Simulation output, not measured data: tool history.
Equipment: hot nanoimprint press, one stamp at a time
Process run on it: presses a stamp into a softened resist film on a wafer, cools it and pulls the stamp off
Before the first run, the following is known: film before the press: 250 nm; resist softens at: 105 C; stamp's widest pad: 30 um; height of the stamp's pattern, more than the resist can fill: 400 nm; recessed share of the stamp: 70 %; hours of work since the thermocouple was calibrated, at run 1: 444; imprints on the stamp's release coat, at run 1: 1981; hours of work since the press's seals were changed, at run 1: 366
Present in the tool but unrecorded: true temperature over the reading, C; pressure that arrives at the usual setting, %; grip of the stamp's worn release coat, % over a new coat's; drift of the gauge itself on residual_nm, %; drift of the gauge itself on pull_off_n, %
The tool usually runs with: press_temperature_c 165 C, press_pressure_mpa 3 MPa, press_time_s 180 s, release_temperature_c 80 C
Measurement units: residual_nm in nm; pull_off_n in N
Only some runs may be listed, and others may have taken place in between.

run    hour  press_temperature_c  press_pressure_mpa  press_time_s  release_temperature_c  hours of work since the thermocouple was calibrated  imprints on the stamp's release coat  hours of work since the press's seals were changed  residual_nm  pull_off_n
  1       0                  165                   3           180                     80                                                  444                                  1981                                                 366         99.3         267
  2    76.7                  165                   3           180                     80                                                  497                                  2268                                                 419         98.9         284
       88.3  -- plate thermocouple calibrated
       94.3  -- stamp cleaned and given a new release coat
  3   181.6                  165                   3           180                     80                                                   60                                   326                                                 486        102.9         171
  4   254.2                  165                   3           180                     80                                                  111                                   598                                                 536        102.3         192
  5   306.8                  165                   3           180                     80                                                  147                                   795                                                 572        102.4         202
  6   370.3                  165                2.25           180                     80                                                  191                                  1032                                                 616          117         215
  7   436.8                  165                   3           180                     80                                                  237                                  1280                                                 662        101.8         227
  8   491.9                  165                   3           324                     80                                                  275                                  1487                                                 700         81.4         241
      537.1  -- press's hydraulic seals changed and the load cell set to zero
  9   589.3                  165                   3           180                     80                                                  337                                  1821                                                  36           99         262
 10   646.3                  165                   3           180                     80                                                  376                                  2034                                                  75           99         267
      718.9  -- stamp cleaned and given a new release coat
 11   744.2                  165                3.95           180                     80                                                  440                                    95                                                 139         85.4         158
 12   835.8                  165                   3           298                     80                                                  503                                   437                                                 202         81.5         181
      844.1  -- plate thermocouple calibrated
 13   898.1                  165                   3           298                     80                                                   37                                   659                                                 243         84.9         187
 14   993.1                  165                   3           298                     80                                                  103                                  1014                                                 309         84.3         207
 15  1066.7                  165                   3           298                     80                                                  154                                  1289                                                 360           84         223
 16  1120.9                  171                   3           298                     80                                                  191                                  1492                                                 397         65.8         236

Run 17 comes next. What will it give?
 17  1174.9                  171                   3           298                     80                                                  229                                  1694                                                 435            ?           ?

{"run 17": {"residual_nm": 65.5, "pull_off_n": 249}}
The same run, on a tool lacking any hidden state, would have yielded residual_nm 65.7 nm, pull_off_n 156 N.
